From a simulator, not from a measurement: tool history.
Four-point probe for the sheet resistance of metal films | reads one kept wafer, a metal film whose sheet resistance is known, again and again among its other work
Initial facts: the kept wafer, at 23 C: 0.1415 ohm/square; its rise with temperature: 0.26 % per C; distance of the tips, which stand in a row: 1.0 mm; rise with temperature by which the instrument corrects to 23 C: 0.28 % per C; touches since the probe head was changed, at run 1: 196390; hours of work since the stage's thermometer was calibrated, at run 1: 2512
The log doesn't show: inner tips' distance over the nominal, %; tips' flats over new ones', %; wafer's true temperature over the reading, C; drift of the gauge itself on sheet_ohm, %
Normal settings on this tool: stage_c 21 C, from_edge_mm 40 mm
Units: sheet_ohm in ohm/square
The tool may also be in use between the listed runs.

| run | hour | stage_c | from_edge_mm | touches since the probe head was changed | hours of work since the stage's thermometer was calibrated | sheet_ohm |
|---|---|---|---|---|---|---|
| 1 | 0 | 21 | 40 | 196390 | 2512 | 0.142319 |
| 2 | 57.9 | 21 | 40 | 198641 | 2553 | 0.142318 |
| 3 | 165.8 | 21 | 40 | 202836 | 2629 | 0.142407 |
|  | 224.8 | stage's thermometer calibrated |
| 4 | 294.5 | 21 | 40 | 207819 | 49 | 0.142435 |
| 5 | 427.7 | 21 | 40 | 212995 | 144 | 0.142485 |
| 6 | 557.5 | 21 | 40 | 218039 | 236 | 0.142434 |
| 7 | 682.7 | 21 | 5 | 222905 | 324 | 0.145477 |
| 8 | 742.2 | 21 | 5 | 225218 | 366 | 0.145501 |
| 9 | 802.5 | 22 | 54 | 227565 | 409 | 0.142454 |
| 10 | 931.6 | 20 | 16 | 232581 | 500 | 0.142867 |

Measured minus without-hidden-state, run by run (identical run-to-run variation in each term; gauge scatter may differ):
| run | sheet_ohm |
|---|---|
| 1 | +0.000704 |
| 2 | +0.000717 |
| 3 | +0.00074 |
| 4 | +0.000806 |
| 5 | +0.000837 |
| 6 | +0.000864 |
| 7 | +0.00091 |
| 8 | +0.000924 |
| 9 | +0.000917 |
| 10 | +0.00095 |
